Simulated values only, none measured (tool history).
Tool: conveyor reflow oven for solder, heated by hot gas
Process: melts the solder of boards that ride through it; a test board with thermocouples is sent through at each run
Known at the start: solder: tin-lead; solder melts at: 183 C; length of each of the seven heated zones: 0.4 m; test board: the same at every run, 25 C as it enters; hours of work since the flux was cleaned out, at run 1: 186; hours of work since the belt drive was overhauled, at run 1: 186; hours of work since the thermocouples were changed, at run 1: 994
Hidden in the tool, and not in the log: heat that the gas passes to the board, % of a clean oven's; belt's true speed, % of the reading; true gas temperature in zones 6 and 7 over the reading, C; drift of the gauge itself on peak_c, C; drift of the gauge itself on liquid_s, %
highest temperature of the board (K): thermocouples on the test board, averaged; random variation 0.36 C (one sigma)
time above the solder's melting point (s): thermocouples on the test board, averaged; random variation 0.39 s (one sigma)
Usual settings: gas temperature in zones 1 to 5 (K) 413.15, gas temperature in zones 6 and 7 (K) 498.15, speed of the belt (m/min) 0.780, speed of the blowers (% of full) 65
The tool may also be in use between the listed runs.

| run | hour | gas temperature in zones 1 to 5 (K) | gas temperature in zones 6 and 7 (K) | speed of the belt (m/min) | speed of the blowers (% of full) | hours of work since the flux was cleaned out | hours of work since the belt drive was overhauled | hours of work since the thermocouples were changed | highest temperature of the board (K) | time above the solder's melting point (s) |
|---|---|---|---|---|---|---|---|---|---|---|
| 1 | 0.0 | 413.15 | 498.15 | 0.780 | 65 | 186 | 186 | 994 | 476.75 | 35.0 |
| 2 | 36.9 | 413.15 | 498.15 | 0.780 | 65 | 215 | 215 | 1022 | 476.35 | 33.7 |
| 3 | 80.8 | 413.15 | 498.15 | 0.780 | 65 | 248 | 248 | 1056 | 475.85 | 34.4 |
| 4 | 134.0 | 413.15 | 498.15 | 0.780 | 65 | 289 | 289 | 1097 | 476.25 | 33.6 |
| 5 | 200.8 | 413.15 | 498.15 | 0.780 | 65 | 340 | 340 | 1148 | 475.75 | 33.0 |
|  | 271.8 | flux residue cleaned out of gas plates and filters |
| 6 | 274.3 | 413.15 | 498.15 | 0.780 | 89 | 2 | 392 | 1200 | 483.75 | 42.2 |
|  | 307.3 | thermocouples of zones 6 and 7 changed |
| 7 | 318.4 | 413.15 | 498.15 | 0.666 | 65 | 34 | 424 | 8 | 483.75 | 50.4 |
| 8 | 374.2 | 413.15 | 498.15 | 0.666 | 65 | 77 | 467 | 51 | 483.05 | 49.0 |
| 9 | 416.3 | 413.15 | 498.15 | 0.780 | 65 | 109 | 499 | 83 | 478.75 | 37.5 |
| 10 | 479.6 | 422.15 | 498.15 | 0.780 | 65 | 157 | 547 | 132 | 480.45 | 41.3 |
| 11 | 533.6 | 413.15 | 498.15 | 0.937 | 65 | 199 | 589 | 173 | 471.05 | 21.8 |
| 12 | 608.2 | 413.15 | 498.15 | 0.937 | 65 | 255 | 646 | 230 | 470.05 | 21.6 |
| 13 | 660.3 | 413.15 | 498.15 | 0.780 | 65 | 295 | 685 | 270 | 476.35 | 35.8 |
| 14 | 719.9 | 413.15 | 498.15 | 0.780 | 65 | 341 | 731 | 315 | 476.65 | 34.5 |
| 15 | 773.5 | 413.15 | 498.15 | 0.759 | 84 | 382 | 772 | 356 | 481.45 | 42.1 |
|  | 789.1 | flux residue cleaned out of gas plates and filters |
| 16 | 825.3 | 413.15 | 504.15 | 0.759 | 84 | 28 | 808 | 392 | 489.45 | 48.1 |
| 17 | 874.6 | 403.15 | 498.15 | 0.780 | 75 | 65 | 845 | 430 | 479.05 | 35.5 |
| 18 | 954.8 | 427.15 | 498.15 | 0.682 | 65 | 127 | 906 | 491 | 484.35 | 55.8 |
| 19 | 1009.3 | 427.15 | 498.15 | 0.812 | 65 | 168 | 948 | 532 | 479.05 | 41.4 |
|  | 1079.0 | belt drive overhauled, speed set with a stopwatch |
| 20 | 1084.8 | 412.15 | 487.15 | 0.821 | 64 | 223 | 4 | 587 | 465.65 | 18.8 |

Run 21 comes next. What will it give?
| 21 | 1149.9 | 400.15 | 499.15 | 0.913 | 85 | 273 | 54 | 637 | ? | ? |

Run 21 gave highest temperature of the board (K) 474.75, time above the solder's melting point (s) 23.9.
Without the tool's hidden state the same run would have given highest temperature of the board (K) 478.55, time above the solder's melting point (s) 27.6.

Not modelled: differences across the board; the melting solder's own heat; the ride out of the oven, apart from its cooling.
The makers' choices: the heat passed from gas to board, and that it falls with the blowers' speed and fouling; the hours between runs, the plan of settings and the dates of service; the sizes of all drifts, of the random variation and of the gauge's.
